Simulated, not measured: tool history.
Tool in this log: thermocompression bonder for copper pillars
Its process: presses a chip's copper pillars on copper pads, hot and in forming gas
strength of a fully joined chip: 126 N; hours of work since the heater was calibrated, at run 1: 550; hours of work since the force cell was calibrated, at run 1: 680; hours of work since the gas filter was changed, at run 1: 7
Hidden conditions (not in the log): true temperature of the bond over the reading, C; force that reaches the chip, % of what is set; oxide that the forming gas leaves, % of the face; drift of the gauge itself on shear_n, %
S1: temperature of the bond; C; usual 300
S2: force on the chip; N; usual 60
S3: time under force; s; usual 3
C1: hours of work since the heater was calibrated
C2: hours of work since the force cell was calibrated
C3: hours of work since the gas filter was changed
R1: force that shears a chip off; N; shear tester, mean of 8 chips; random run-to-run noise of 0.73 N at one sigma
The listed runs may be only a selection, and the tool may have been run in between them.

run	hour	S1	S2	S3	C1	C2	C3	R1
1	0.0	300	60	3	550	680	7	67.3
2	39.0	300	49	3	572	702	30	54.9
3	83.0	300	49	3	598	728	55	56.7
4	128.5	300	49	3	624	754	81	55.1
5	160.2	300	50	3	642	772	100	56.0
6	196.9	300	50	3	663	793	121	55.8
7	229.3	300	64	3	682	812	139	65.7
# hour 285.1: heater calibrated with a thermocouple chip
8	298.1	300	64	2	7	850	178	64.9
9	352.7	300	60	3	39	882	209	69.6
10	383.2	300	60	3	56	899	227	71.0
11	443.8	300	60	3	91	934	262	70.7
12	507.8	300	60	3	128	971	299	68.6
13	542.9	300	60	4	148	991	319	75.3
14	587.8	300	60	3	174	1017	345	69.2
15	641.5	300	60	3	205	1048	376	68.1
16	695.2	300	60	3	236	1079	406	68.2
# hour 729.9: forming gas filter changed
17	729.9	300	69	3	256	1098	0	75.5
18	763.5	300	69	3	275	1118	19	75.4
19	799.8	300	69	3	296	1139	40	74.7
20	848.3	300	69	3	324	1167	68	73.7
21	885.6	289	58	4	345	1188	90	63.7
22	949.8	327	51	3	382	1225	127	79.3
23	993.0	290	60	3	407	1250	151	57.7
24	1059.1	295	75	6	445	1288	189	85.9
25	1097.6	295	75	6	467	1310	212	86.2
26	1154.3	295	41	6	500	1343	244	58.4
27	1220.2	313	79	2	538	1381	282	76.2
28	1275.1	300	60	2	569	1412	314	54.2
29	1329.3	301	43	4	601	1443	345	54.0
30	1369.7	301	43	6	624	1467	368	62.2
31	1420.9	296	50	5	653	1496	398	59.2
32	1465.3	302	50	2	679	1522	423	45.4
# hour 1476.6: forming gas filter changed
33	1511.1	302	50	2	705	1548	20	47.6
# hour 1528.8: heater calibrated with a thermocouple chip
34	1543.2	329	43	6	8	1565	37	93.2
35	1582.0	327	43	2	31	1587	60	64.9
36	1615.5	327	43	2	50	1607	79	65.7
37	1651.0	326	52	3	70	1627	99	83.4
38	1697.6	326	52	3	97	1654	126	82.0
39	1739.8	326	51	4	121	1678	150	86.7

Alternative continuations, all from the tool just after run 39; predict every row:
A	1811.0	308	51	3	162	1719	191	?
B	1811.0	304	90	3	162	1719	191	?
C	1811.0	326	67	4	162	1719	191	?
D	1811.0	312	57	7	162	1719	191	?

run	R1
A	67.0
B	89.3
C	96.8
D	94.4
With no hidden state in the tool, these same runs would have given:
run	R1
A	74.5
B	97.1
C	104.0
D	102.1
